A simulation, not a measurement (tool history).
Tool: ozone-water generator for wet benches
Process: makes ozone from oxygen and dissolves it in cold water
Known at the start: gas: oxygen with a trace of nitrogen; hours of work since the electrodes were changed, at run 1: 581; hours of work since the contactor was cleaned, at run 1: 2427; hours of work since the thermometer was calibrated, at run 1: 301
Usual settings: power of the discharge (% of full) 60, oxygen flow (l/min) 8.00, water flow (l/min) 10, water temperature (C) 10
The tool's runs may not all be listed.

run,day,power of the discharge (% of full),oxygen flow (l/min),water flow (l/min),water temperature (C),hours of work since the electrodes were changed,hours of work since the contactor was cleaned,hours of work since the thermometer was calibrated,dissolved ozone (ppm),ozone in the gas ahead of the water (g/m3)
1,0.000,60,8.00,10,10,581,2427,301,30.3,159.1
2,0.929,60,8.00,10,10,604,2449,324,30.9,158.6
3,1.712,60,8.00,10,10,622,2468,342,30.4,159.8
4,2.583,60,8.00,10,10,643,2489,363,30.3,159.8
5,3.504,60,8.00,10,10,665,2511,385,30.6,160.7
6,4.742,60,8.00,10,10,695,2541,415,30.1,159.8
7,5.421,60,12.98,10,10,711,2557,431,29.3,137.3
8,6.371,41,11.66,7,6,734,2580,454,32.8,113.5
9,6.938,43,8.00,10,10,748,2593,468,24.9,133.9
10,7.475,97,8.00,10,11,760,2606,480,38.4,205.7

4 ways to go on from here, each from the tool as it stands after run 10. What would each give?
A,8.388,97,4.35,9,9,782,2628,502,?,?
B,8.388,60,5.92,10,10,782,2628,502,?,?
C,8.388,60,8.00,10,9,782,2628,502,?,?
D,8.388,43,8.00,10,10,782,2628,502,?,?

run,dissolved ozone (ppm),ozone in the gas ahead of the water (g/m3)
A,41.3,254.3
B,29.8,174.8
C,30.7,159.4
D,25.8,132.7
Without the tool's hidden state the same runs would have given:
run,dissolved ozone (ppm),ozone in the gas ahead of the water (g/m3)
A,43.4,259.2
B,31.3,177.4
C,32.2,161.8
D,26.9,134.3
